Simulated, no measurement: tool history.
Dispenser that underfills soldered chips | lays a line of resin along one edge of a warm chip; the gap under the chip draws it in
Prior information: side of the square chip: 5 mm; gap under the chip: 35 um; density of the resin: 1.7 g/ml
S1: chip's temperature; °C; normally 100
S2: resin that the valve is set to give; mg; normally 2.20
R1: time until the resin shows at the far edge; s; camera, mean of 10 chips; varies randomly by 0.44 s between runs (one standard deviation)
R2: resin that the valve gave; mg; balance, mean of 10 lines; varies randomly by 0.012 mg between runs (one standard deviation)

run 1 hour=0.0 | S1=100 S2=2.20 | R1=44.8 R2=2.09
-- hour=5.6 new syringe of resin
run 2 hour=12.0 | S1=100 S2=2.20 | R1=43.6 R2=2.07
-- hour=18.2 new syringe of resin
run 3 hour=18.8 | S1=100 S2=1.93 | R1=32.1 R2=1.82
run 4 hour=29.9 | S1=100 S2=1.93 | R1=57.4 R2=1.79
-- hour=31.3 new syringe of resin
-- hour=32.3 dispensing valve cleaned and set on the balance
run 5 hour=39.6 | S1=100 S2=1.93 | R1=45.7 R2=1.92
-- hour=44.7 new syringe of resin
run 6 hour=52.1 | S1=100 S2=2.20 | R1=43.7 R2=2.18
-- hour=57.6 new syringe of resin
run 7 hour=58.8 | S1=100 S2=2.20 | R1=31.8 R2=2.18
run 8 hour=66.0 | S1=112 S2=2.20 | R1=33.4 R2=2.18
-- hour=70.8 new syringe of resin
run 9 hour=72.2 | S1=112 S2=2.20 | R1=22.7 R2=2.16
run 10 hour=80.4 | S1=112 S2=1.96 | R1=35.6 R2=1.93
-- hour=83.6 new syringe of resin
run 11 hour=90.2 | S1=112 S2=1.96 | R1=31.4 R2=1.91
-- hour=96.4 new syringe of resin
run 12 hour=96.8 | S1=109 S2=2.24 | R1=24.2 R2=2.18
run 13 hour=106.4 | S1=102 S2=2.53 | R1=46.8 R2=2.43
-- hour=109.5 new syringe of resin
run 14 hour=119.0 | S1=102 S2=2.53 | R1=46.1 R2=2.43
-- hour=122.0 new syringe of resin
run 15 hour=127.4 | S1=88 S2=2.01 | R1=59.5 R2=1.95
-- hour=134.5 new syringe of resin
run 16 hour=135.3 | S1=91 S2=2.45 | R1=39.0 R2=2.30
run 17 hour=140.5 | S1=91 S2=2.45 | R1=50.8 R2=2.35
-- hour=147.9 new syringe of resin
run 18 hour=151.7 | S1=89 S2=2.32 | R1=49.5 R2=2.19
-- hour=161.1 new syringe of resin
run 19 hour=162.5 | S1=97 S2=2.20 | R1=34.8 R2=2.07
run 20 hour=168.2 | S1=97 S2=2.20 | R1=46.0 R2=2.10
-- hour=173.9 new syringe of resin
run 21 hour=177.3 | S1=97 S2=2.20 | R1=38.8 R2=2.06
-- hour=181.0 stage's temperature calibrated
run 22 hour=185.7 | S1=97 S2=2.68 | R1=58.9 R2=2.50

What if the next run were any one of these 3? Each begins from the tool's condition after run 22:
-- hour=187.6 dispensing valve cleaned and set on the balance
-- hour=188.9 new syringe of resin
run A hour=196.7 | S1=97 S2=2.77 | R1=? R2=?
-- hour=187.6 dispensing valve cleaned and set on the balance
-- hour=188.9 new syringe of resin
run B hour=196.7 | S1=96 S2=2.56 | R1=? R2=?
-- hour=187.6 dispensing valve cleaned and set on the balance
-- hour=188.9 new syringe of resin
run C hour=196.7 | S1=102 S2=2.56 | R1=? R2=?

run=A R1=49.0 R2=2.77
run=B R1=51.6 R2=2.54
run=C R1=42.9 R2=2.56
Without the tool's hidden state the same runs would have given:
run=A R1=33.1 R2=2.78
run=B R1=35.1 R2=2.55
run=C R1=29.2 R2=2.57
